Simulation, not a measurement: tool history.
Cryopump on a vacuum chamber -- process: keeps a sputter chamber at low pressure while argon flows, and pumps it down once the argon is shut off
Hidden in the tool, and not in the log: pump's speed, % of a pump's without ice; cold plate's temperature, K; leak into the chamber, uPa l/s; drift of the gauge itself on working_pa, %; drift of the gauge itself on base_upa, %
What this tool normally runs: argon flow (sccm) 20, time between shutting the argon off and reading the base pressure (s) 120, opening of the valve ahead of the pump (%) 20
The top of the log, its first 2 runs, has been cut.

run	hour	argon flow (sccm)	time between shutting the argon off and reading the base pressure (s)	opening of the valve ahead of the pump (%)	hours of work since the pump was warmed up and emptied	hours of work since the cold head was overhauled	hours of work since the chamber's fittings were tightened	pressure while argon flows (Pa)	pressure after the wait (uPa)
3	90.8	20	120	20	140	875	1324	0.0727	1.19
# hour 126.6: leaking fittings of the chamber tightened, without venting
4	155.7	20	120	20	177	912	17	0.073	0.66
5	213.2	20	36	20	211	946	51	0.0736	1.96
6	251.3	20	36	20	234	969	74	0.0732	1.95
7	307.7	20	36	20	267	1002	107	0.0734	1.97
8	348.7	20	36	20	292	1026	132	0.0736	2
9	394.5	20	36	20	319	1054	159	0.0734	1.99
10	429.6	20	120	20	340	1074	179	0.073	0.71
11	488.4	20	120	20	374	1109	214	0.0739	0.74
12	523.8	20	120	20	395	1130	235	0.074	0.8
13	559.6	20	120	20	416	1151	256	0.0742	0.81
14	615	20	120	20	449	1184	289	0.0751	0.84
15	663.6	20	120	20	478	1213	318	0.0749	0.87
16	698.4	20	120	20	499	1234	339	0.0748	0.87
17	756.6	20	120	20	533	1268	373	0.0753	0.83
18	804.1	14	162	20	561	1296	401	0.0526	0.79
19	864.4	14	162	20	597	1332	437	0.0528	0.8
20	908.6	30	251	41	623	1358	463	0.0575	0.62
21	976.9	26	120	24	664	1398	503	0.0836	0.96
22	1021.5	26	120	24	690	1425	530	0.0832	0.95
# hour 1033.8: pump warmed up, emptied and cooled again
23	1080.4	16	120	20	28	1457	562	0.0574	0.92

What does the tool deliver on the next run?
24	1145.8	10	247	20	66	1495	600	?	?

{"run 24": {"pressure while argon flows (Pa)": 0.0362, "pressure after the wait (uPa)": 0.65}}
Minus the tool's unlogged condition, the same run would have read pressure while argon flows (Pa) 0.0359, pressure after the wait (uPa) 0.38.
